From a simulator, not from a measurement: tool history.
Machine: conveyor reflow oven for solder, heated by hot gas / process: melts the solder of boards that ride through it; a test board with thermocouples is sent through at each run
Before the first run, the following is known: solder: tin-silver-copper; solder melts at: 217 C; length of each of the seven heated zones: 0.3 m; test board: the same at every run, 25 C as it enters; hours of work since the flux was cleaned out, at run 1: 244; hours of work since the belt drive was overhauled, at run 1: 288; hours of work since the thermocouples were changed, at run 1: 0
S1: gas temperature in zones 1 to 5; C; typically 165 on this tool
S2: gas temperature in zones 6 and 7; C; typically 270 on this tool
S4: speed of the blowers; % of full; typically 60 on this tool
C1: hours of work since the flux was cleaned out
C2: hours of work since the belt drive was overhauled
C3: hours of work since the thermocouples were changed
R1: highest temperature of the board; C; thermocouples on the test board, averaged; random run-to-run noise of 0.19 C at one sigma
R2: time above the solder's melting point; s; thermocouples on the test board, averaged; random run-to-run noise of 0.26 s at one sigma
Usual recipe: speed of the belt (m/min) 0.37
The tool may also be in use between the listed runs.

{"run": 1, "day": 0.0, "S1": 165, "S2": 270, "speed of the belt (m/min)": 0.37, "S4": 60, "C1": 244, "C2": 288, "C3": 0, "R1": 252.4, "R2": 69.7}
{"run": 2, "day": 0.35, "S1": 165, "S2": 270, "speed of the belt (m/min)": 0.37, "S4": 60, "C1": 251, "C2": 294, "C3": 6, "R1": 252, "R2": 69.3}
{"run": 3, "day": 1.2, "S1": 165, "S2": 270, "speed of the belt (m/min)": 0.348, "S4": 60, "C1": 266, "C2": 310, "C3": 22, "R1": 254.2, "R2": 76.5}
{"run": 4, "day": 1.558, "S1": 165, "S2": 270, "speed of the belt (m/min)": 0.348, "S4": 60, "C1": 273, "C2": 316, "C3": 28, "R1": 254.7, "R2": 76.8}
{"run": 5, "day": 1.996, "S1": 165, "S2": 270, "speed of the belt (m/min)": 0.37, "S4": 70, "C1": 281, "C2": 324, "C3": 36, "R1": 254.6, "R2": 71.9}
{"run": 6, "day": 2.571, "S1": 165, "S2": 270, "speed of the belt (m/min)": 0.37, "S4": 70, "C1": 291, "C2": 335, "C3": 47, "R1": 254.1, "R2": 71.3}
{"run": 7, "day": 3.1, "S1": 165, "S2": 270, "speed of the belt (m/min)": 0.37, "S4": 70, "C1": 301, "C2": 344, "C3": 57, "R1": 253.8, "R2": 72.3}
{"run": 8, "day": 3.588, "S1": 165, "S2": 270, "speed of the belt (m/min)": 0.37, "S4": 60, "C1": 310, "C2": 353, "C3": 65, "R1": 252, "R2": 69.2}
{"run": 9, "day": 4.146, "S1": 165, "S2": 270, "speed of the belt (m/min)": 0.37, "S4": 60, "C1": 320, "C2": 363, "C3": 76, "R1": 251.7, "R2": 69.4}
{"run": 10, "day": 4.738, "S1": 165, "S2": 270, "speed of the belt (m/min)": 0.37, "S4": 60, "C1": 331, "C2": 374, "C3": 86, "R1": 251.8, "R2": 69.8}
{"run": 11, "day": 5.288, "S1": 165, "S2": 270, "speed of the belt (m/min)": 0.37, "S4": 60, "C1": 341, "C2": 384, "C3": 96, "R1": 252, "R2": 69.1}
{"run": 12, "day": 6.058, "S1": 165, "S2": 270, "speed of the belt (m/min)": 0.37, "S4": 60, "C1": 355, "C2": 398, "C3": 110, "R1": 251.8, "R2": 68.9}
{"run": 13, "day": 6.517, "S1": 165, "S2": 270, "speed of the belt (m/min)": 0.37, "S4": 60, "C1": 363, "C2": 407, "C3": 119, "R1": 251.8, "R2": 69.4}
{"day": 6.758, "done": "flux residue cleaned out of gas plates and filters"}
{"run": 14, "day": 7.379, "S1": 165, "S2": 270, "speed of the belt (m/min)": 0.37, "S4": 60, "C1": 11, "C2": 418, "C3": 131, "R1": 251.3, "R2": 68.4}
{"run": 15, "day": 8.017, "S1": 165, "S2": 270, "speed of the belt (m/min)": 0.37, "S4": 60, "C1": 23, "C2": 430, "C3": 142, "R1": 251, "R2": 68.6}
{"day": 8.754, "done": "flux residue cleaned out of gas plates and filters, once more"}
{"run": 16, "day": 8.875, "S1": 165, "S2": 275, "speed of the belt (m/min)": 0.37, "S4": 60, "C1": 2, "C2": 442, "C3": 154, "R1": 258.7, "R2": 75.9}
{"run": 17, "day": 9.571, "S1": 174, "S2": 270, "speed of the belt (m/min)": 0.316, "S4": 60, "C1": 15, "C2": 455, "C3": 167, "R1": 260.2, "R2": 95.9}
{"run": 18, "day": 10.212, "S1": 174, "S2": 270, "speed of the belt (m/min)": 0.316, "S4": 60, "C1": 27, "C2": 466, "C3": 179, "R1": 260.1, "R2": 96.1}
{"run": 19, "day": 10.971, "S1": 174, "S2": 282, "speed of the belt (m/min)": 0.363, "S4": 82, "C1": 40, "C2": 480, "C3": 192, "R1": 271, "R2": 90.3}
{"run": 20, "day": 11.5, "S1": 157, "S2": 270, "speed of the belt (m/min)": 0.308, "S4": 62, "C1": 50, "C2": 490, "C3": 202, "R1": 259.2, "R2": 90.9}
{"run": 21, "day": 12.0, "S1": 170, "S2": 259, "speed of the belt (m/min)": 0.32, "S4": 67, "C1": 59, "C2": 499, "C3": 211, "R1": 250.2, "R2": 84.3}
{"run": 22, "day": 12.529, "S1": 170, "S2": 274, "speed of the belt (m/min)": 0.337, "S4": 67, "C1": 69, "C2": 509, "C3": 221, "R1": 262.5, "R2": 90.4}
{"run": 23, "day": 13.046, "S1": 170, "S2": 274, "speed of the belt (m/min)": 0.337, "S4": 67, "C1": 78, "C2": 518, "C3": 230, "R1": 262.6, "R2": 89.6}
{"run": 24, "day": 13.596, "S1": 165, "S2": 270, "speed of the belt (m/min)": 0.413, "S4": 52, "C1": 88, "C2": 528, "C3": 240, "R1": 247.5, "R2": 56.5}
{"run": 25, "day": 13.975, "S1": 165, "S2": 270, "speed of the belt (m/min)": 0.413, "S4": 52, "C1": 95, "C2": 535, "C3": 247, "R1": 247.3, "R2": 56.1}
{"run": 26, "day": 14.708, "S1": 165, "S2": 270, "speed of the belt (m/min)": 0.394, "S4": 71, "C1": 108, "C2": 548, "C3": 260, "R1": 254.3, "R2": 67.4}
{"run": 27, "day": 15.125, "S1": 159, "S2": 266, "speed of the belt (m/min)": 0.321, "S4": 74, "C1": 116, "C2": 556, "C3": 268, "R1": 256.6, "R2": 85.7}
{"run": 28, "day": 15.754, "S1": 158, "S2": 268, "speed of the belt (m/min)": 0.413, "S4": 79, "C1": 128, "C2": 567, "C3": 280, "R1": 250.9, "R2": 59.4}
{"run": 29, "day": 16.221, "S1": 158, "S2": 268, "speed of the belt (m/min)": 0.413, "S4": 79, "C1": 136, "C2": 576, "C3": 288, "R1": 250.8, "R2": 59.4}
{"run": 30, "day": 16.596, "S1": 165, "S2": 284, "speed of the belt (m/min)": 0.37, "S4": 60, "C1": 143, "C2": 583, "C3": 295, "R1": 266.6, "R2": 81.7}
{"run": 31, "day": 17.446, "S1": 165, "S2": 259, "speed of the belt (m/min)": 0.37, "S4": 51, "C1": 158, "C2": 598, "C3": 310, "R1": 241.8, "R2": 57.4}

Each row is a separate what-if for the run after 31, all from the same tool condition, not one after another. Results?
{"run": "A", "day": 17.792, "S1": 175, "S2": 280, "speed of the belt (m/min)": 0.37, "S4": 61, "C1": 165, "C2": 604, "C3": 317, "R1": "?", "R2": "?"}
{"run": "B", "day": 17.792, "S1": 175, "S2": 259, "speed of the belt (m/min)": 0.37, "S4": 68, "C1": 165, "C2": 604, "C3": 317, "R1": "?", "R2": "?"}
{"run": "C", "day": 17.792, "S1": 159, "S2": 279, "speed of the belt (m/min)": 0.41, "S4": 51, "C1": 165, "C2": 604, "C3": 317, "R1": "?", "R2": "?"}

run=A R1=264.5 R2=84.7
run=B R1=247.1 R2=70.7
run=C R1=253.5 R2=60.3
With no hidden state in the tool, these same runs would have given:
run=A R1=264.2 R2=83.1
run=B R1=246.7 R2=69.6
run=C R1=253.2 R2=59.1

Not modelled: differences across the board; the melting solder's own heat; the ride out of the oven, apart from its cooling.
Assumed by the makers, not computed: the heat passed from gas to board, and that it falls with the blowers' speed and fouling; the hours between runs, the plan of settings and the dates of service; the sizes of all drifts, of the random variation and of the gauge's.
